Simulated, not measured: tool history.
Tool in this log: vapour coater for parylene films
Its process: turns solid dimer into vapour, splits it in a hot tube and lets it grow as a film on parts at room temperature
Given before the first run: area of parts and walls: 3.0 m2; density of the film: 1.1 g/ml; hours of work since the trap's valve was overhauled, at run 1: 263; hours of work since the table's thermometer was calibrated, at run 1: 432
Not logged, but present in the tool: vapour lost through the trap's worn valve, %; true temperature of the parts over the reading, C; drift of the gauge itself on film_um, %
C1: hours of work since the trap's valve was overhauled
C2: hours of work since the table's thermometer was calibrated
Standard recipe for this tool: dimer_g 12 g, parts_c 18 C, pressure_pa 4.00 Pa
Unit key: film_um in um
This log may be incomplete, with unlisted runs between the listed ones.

run 1 hour=0.0 | dimer_g=12 parts_c=18 pressure_pa=4.00 | C1=263 C2=432 | film_um=1.67
-- hour=59.6 trap's valve overhauled
run 2 hour=59.6 | dimer_g=12 parts_c=18 pressure_pa=4.00 | C1=0 C2=463 | film_um=1.82
run 3 hour=108.7 | dimer_g=8 parts_c=18 pressure_pa=4.00 | C1=27 C2=490 | film_um=1.20
run 4 hour=158.8 | dimer_g=8 parts_c=18 pressure_pa=4.00 | C1=55 C2=518 | film_um=1.18
run 5 hour=231.5 | dimer_g=16 parts_c=18 pressure_pa=4.00 | C1=95 C2=558 | film_um=2.33
run 6 hour=291.2 | dimer_g=16 parts_c=18 pressure_pa=4.00 | C1=128 C2=591 | film_um=2.27
run 7 hour=323.9 | dimer_g=16 parts_c=18 pressure_pa=4.00 | C1=146 C2=609 | film_um=2.33
run 8 hour=384.9 | dimer_g=16 parts_c=18 pressure_pa=4.00 | C1=180 C2=643 | film_um=2.23
run 9 hour=439.2 | dimer_g=16 parts_c=18 pressure_pa=4.00 | C1=210 C2=673 | film_um=2.19
run 10 hour=497.8 | dimer_g=12 parts_c=18 pressure_pa=4.00 | C1=242 C2=705 | film_um=1.65
run 11 hour=552.6 | dimer_g=12 parts_c=18 pressure_pa=4.00 | C1=272 C2=735 | film_um=1.60
-- hour=598.1 trap's valve overhauled
run 12 hour=619.6 | dimer_g=12 parts_c=18 pressure_pa=4.00 | C1=12 C2=770 | film_um=1.85
run 13 hour=682.6 | dimer_g=12 parts_c=18 pressure_pa=4.00 | C1=47 C2=805 | film_um=1.79
run 14 hour=723.6 | dimer_g=12 parts_c=18 pressure_pa=4.00 | C1=69 C2=828 | film_um=1.81
run 15 hour=775.8 | dimer_g=12 parts_c=18 pressure_pa=4.00 | C1=98 C2=856 | film_um=1.80
run 16 hour=831.3 | dimer_g=12 parts_c=18 pressure_pa=4.00 | C1=129 C2=887 | film_um=1.79
run 17 hour=909.2 | dimer_g=12 parts_c=18 pressure_pa=4.00 | C1=172 C2=930 | film_um=1.73
run 18 hour=942.3 | dimer_g=12 parts_c=18 pressure_pa=9.69 | C1=190 C2=948 | film_um=1.46
run 19 hour=1015.9 | dimer_g=12 parts_c=18 pressure_pa=9.69 | C1=231 C2=989 | film_um=1.47
run 20 hour=1049.9 | dimer_g=12 parts_c=24 pressure_pa=4.00 | C1=250 C2=1008 | film_um=1.38
run 21 hour=1083.1 | dimer_g=21 parts_c=23 pressure_pa=3.11 | C1=268 C2=1026 | film_um=2.55
-- hour=1137.5 trap's valve overhauled
run 22 hour=1137.9 | dimer_g=21 parts_c=23 pressure_pa=3.11 | C1=0 C2=1054 | film_um=2.94
run 23 hour=1208.5 | dimer_g=19 parts_c=18 pressure_pa=5.54 | C1=39 C2=1093 | film_um=2.71
run 24 hour=1250.5 | dimer_g=19 parts_c=18 pressure_pa=5.54 | C1=62 C2=1116 | film_um=2.77
run 25 hour=1292.0 | dimer_g=19 parts_c=18 pressure_pa=5.54 | C1=85 C2=1139 | film_um=2.72
run 26 hour=1334.6 | dimer_g=19 parts_c=18 pressure_pa=5.54 | C1=109 C2=1163 | film_um=2.65
run 27 hour=1390.5 | dimer_g=19 parts_c=18 pressure_pa=5.54 | C1=140 C2=1194 | film_um=2.70
run 28 hour=1455.9 | dimer_g=10 parts_c=30 pressure_pa=4.00 | C1=176 C2=1230 | film_um=0.96
run 29 hour=1520.1 | dimer_g=10 parts_c=26 pressure_pa=10.31 | C1=211 C2=1265 | film_um=0.92
run 30 hour=1598.8 | dimer_g=6 parts_c=11 pressure_pa=6.57 | C1=255 C2=1309 | film_um=0.92
run 31 hour=1644.0 | dimer_g=6 parts_c=11 pressure_pa=6.57 | C1=280 C2=1334 | film_um=0.97
-- hour=1675.2 trap's valve overhauled
run 32 hour=1696.8 | dimer_g=6 parts_c=11 pressure_pa=6.57 | C1=12 C2=1361 | film_um=1.10
run 33 hour=1731.0 | dimer_g=6 parts_c=11 pressure_pa=6.57 | C1=31 C2=1380 | film_um=1.10
run 34 hour=1768.0 | dimer_g=5 parts_c=14 pressure_pa=2.99 | C1=51 C2=1400 | film_um=0.90
run 35 hour=1825.0 | dimer_g=12 parts_c=18 pressure_pa=4.13 | C1=83 C2=1432 | film_um=1.80
run 36 hour=1879.4 | dimer_g=12 parts_c=18 pressure_pa=4.13 | C1=113 C2=1462 | film_um=1.78
run 37 hour=1951.9 | dimer_g=12 parts_c=18 pressure_pa=4.13 | C1=153 C2=1502 | film_um=1.78
run 38 hour=1984.4 | dimer_g=12 parts_c=18 pressure_pa=4.13 | C1=171 C2=1520 | film_um=1.78
run 39 hour=2047.9 | dimer_g=12 parts_c=18 pressure_pa=4.28 | C1=206 C2=1555 | film_um=1.69
run 40 hour=2098.6 | dimer_g=12 parts_c=18 pressure_pa=4.28 | C1=234 C2=1583 | film_um=1.72

4 ways to go on from here, each from the tool as it stands after run 40. What would each give?
-- hour=2145.0 table's thermometer calibrated
run A hour=2151.5 | dimer_g=12 parts_c=18 pressure_pa=3.52 | C1=263 C2=4 | film_um=?
-- hour=2145.0 table's thermometer calibrated
run B hour=2151.5 | dimer_g=6 parts_c=11 pressure_pa=4.28 | C1=263 C2=4 | film_um=?
-- hour=2145.0 table's thermometer calibrated
run C hour=2151.5 | dimer_g=12 parts_c=17 pressure_pa=6.70 | C1=263 C2=4 | film_um=?
-- hour=2145.0 table's thermometer calibrated
run D hour=2151.5 | dimer_g=12 parts_c=24 pressure_pa=4.31 | C1=263 C2=4 | film_um=?

run=A film_um=1.64
run=B film_um=0.99
run=C film_um=1.49
run=D film_um=1.24
The same runs, with their run-to-run variation unchanged, on a tool lacking any hidden condition would have given:
run=A film_um=1.88
run=B film_um=1.14
run=C film_um=1.71
run=D film_um=1.43
